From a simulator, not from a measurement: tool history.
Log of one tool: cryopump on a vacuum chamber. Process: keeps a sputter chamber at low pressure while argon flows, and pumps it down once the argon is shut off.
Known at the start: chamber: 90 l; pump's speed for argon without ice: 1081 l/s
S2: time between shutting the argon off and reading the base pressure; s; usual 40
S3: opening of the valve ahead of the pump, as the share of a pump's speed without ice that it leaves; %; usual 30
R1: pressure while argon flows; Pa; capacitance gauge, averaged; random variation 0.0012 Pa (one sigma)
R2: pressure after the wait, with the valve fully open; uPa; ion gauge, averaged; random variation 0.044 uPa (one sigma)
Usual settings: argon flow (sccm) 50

Run 1, hour 0.0: usual settings. Result: R1 0.2663 Pa, R2 3.38 uPa.
Run 2, hour 42.6: usual settings but S3 25 %. Result: R1 0.3204 Pa, R2 3.27 uPa.
Run 3, hour 127.6: usual settings but argon flow (sccm) 48. Result: R1 0.2571 Pa, R2 3.42 uPa.
Run 4, hour 198.7: usual settings but argon flow (sccm) 48. Result: R1 0.2597 Pa, R2 3.35 uPa.
Run 5, hour 278.6: usual settings but argon flow (sccm) 48, S2 26 s. Result: R1 0.2580 Pa, R2 4.59 uPa.
Run 6, hour 343.3: usual settings. Result: R1 0.2716 Pa, R2 3.38 uPa.
Run 7, hour 401.1: usual settings. Result: R1 0.2713 Pa, R2 3.54 uPa.
Run 8, hour 438.6: usual settings. Result: R1 0.2725 Pa, R2 3.55 uPa.
Run 9, hour 496.6: usual settings. Result: R1 0.2722 Pa, R2 3.48 uPa.
Run 10, hour 559.5: usual settings but argon flow (sccm) 23, S2 178 s. Result: R1 0.1258 Pa, R2 1.74 uPa.
Run 11, hour 605.4: usual settings but argon flow (sccm) 23, S2 178 s. Result: R1 0.1259 Pa, R2 1.81 uPa.
Run 12, hour 665.2: usual settings but S3 17 %. Result: R1 0.4746 Pa, R2 3.67 uPa.
Run 13, hour 714.2: usual settings but argon flow (sccm) 39, S2 172 s, S3 26 %. Result: R1 0.2455 Pa, R2 1.81 uPa.
Run 14, hour 795.4: usual settings but argon flow (sccm) 41, S2 172 s, S3 22 %. Result: R1 0.3061 Pa, R2 1.94 uPa.
Run 15, hour 872.3: usual settings but argon flow (sccm) 48, S2 136 s. Result: R1 0.2672 Pa, R2 2.14 uPa.
Run 16, hour 923.9: usual settings but S2 28 s. Result: R1 0.2790 Pa, R2 4.87 uPa.

Some steps in R1 between neighbouring runs. How much of each would the tool show without its hidden state too (settings, what came in, random variation), and how much is left for the hidden state, with any gauge scatter that isn't in both results?
The hidden state here: pump's speed, % of a pump's without ice; cold plate's temperature, K; leak into the chamber, uPa l/s; drift of the gauge itself on working_pa, %; drift of the gauge itself on base_upa, %.
Run 11 -> 12: argon flow (sccm) 23 -> 50, S2 178 -> 40, S3 30 -> 17. R1 +0.3487 Pa: hidden state +0.0082, all else +0.3405.

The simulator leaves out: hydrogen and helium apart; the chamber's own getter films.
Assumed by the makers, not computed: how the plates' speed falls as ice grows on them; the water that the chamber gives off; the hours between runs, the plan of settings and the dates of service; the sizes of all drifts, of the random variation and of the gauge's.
